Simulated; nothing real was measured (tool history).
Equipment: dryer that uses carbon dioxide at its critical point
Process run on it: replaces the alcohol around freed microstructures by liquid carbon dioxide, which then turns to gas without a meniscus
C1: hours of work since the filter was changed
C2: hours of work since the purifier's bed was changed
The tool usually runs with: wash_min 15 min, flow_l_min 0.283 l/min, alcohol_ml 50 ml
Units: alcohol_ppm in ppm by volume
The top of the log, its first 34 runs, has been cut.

run 35 hour=472.3 | wash_min=11 flow_l_min=0.264 alcohol_ml=67 | C1=370 C2=333 | alcohol_ppm=3471
-- hour=479.6 inlet filter changed
run 36 hour=482.2 | wash_min=11 flow_l_min=0.264 alcohol_ml=67 | C1=1 C2=337 | alcohol_ppm=1640
run 37 hour=493.2 | wash_min=11 flow_l_min=0.264 alcohol_ml=67 | C1=5 C2=341 | alcohol_ppm=1652
run 38 hour=513.6 | wash_min=16 flow_l_min=0.257 alcohol_ml=95 | C1=14 C2=349 | alcohol_ppm=453
run 39 hour=525 | wash_min=12 flow_l_min=0.218 alcohol_ml=95 | C1=18 C2=354 | alcohol_ppm=3736
run 40 hour=533.5 | wash_min=12 flow_l_min=0.218 alcohol_ml=95 | C1=21 C2=357 | alcohol_ppm=3775
run 41 hour=553.7 | wash_min=12 flow_l_min=0.218 alcohol_ml=95 | C1=30 C2=365 | alcohol_ppm=3825
run 42 hour=570.8 | wash_min=12 flow_l_min=0.218 alcohol_ml=95 | C1=36 C2=372 | alcohol_ppm=3832
run 43 hour=583.3 | wash_min=11 flow_l_min=0.218 alcohol_ml=82 | C1=41 C2=377 | alcohol_ppm=4625
run 44 hour=598.6 | wash_min=19 flow_l_min=0.242 alcohol_ml=63 | C1=47 C2=383 | alcohol_ppm=226
run 45 hour=617.7 | wash_min=19 flow_l_min=0.385 alcohol_ml=21 | C1=55 C2=391 | alcohol_ppm=90
run 46 hour=628.8 | wash_min=16 flow_l_min=0.208 alcohol_ml=107 | C1=59 C2=395 | alcohol_ppm=1593
run 47 hour=638 | wash_min=16 flow_l_min=0.208 alcohol_ml=24 | C1=63 C2=399 | alcohol_ppm=438
run 48 hour=652 | wash_min=18 flow_l_min=0.283 alcohol_ml=50 | C1=69 C2=405 | alcohol_ppm=146

What if the next run were any one of these 3? Each begins from the tool's condition after run 48:
run A hour=666.5 | wash_min=21 flow_l_min=0.378 alcohol_ml=33 | C1=74 C2=410 | alcohol_ppm=?
run B hour=666.5 | wash_min=15 flow_l_min=0.283 alcohol_ml=30 | C1=74 C2=410 | alcohol_ppm=?
run C hour=666.5 | wash_min=18 flow_l_min=0.228 alcohol_ml=50 | C1=74 C2=410 | alcohol_ppm=?

run=A alcohol_ppm=99
run=B alcohol_ppm=209
run=C alcohol_ppm=347
Without the tool's hidden state the same runs would have given:
run=A alcohol_ppm=11
run=B alcohol_ppm=98
run=C alcohol_ppm=210
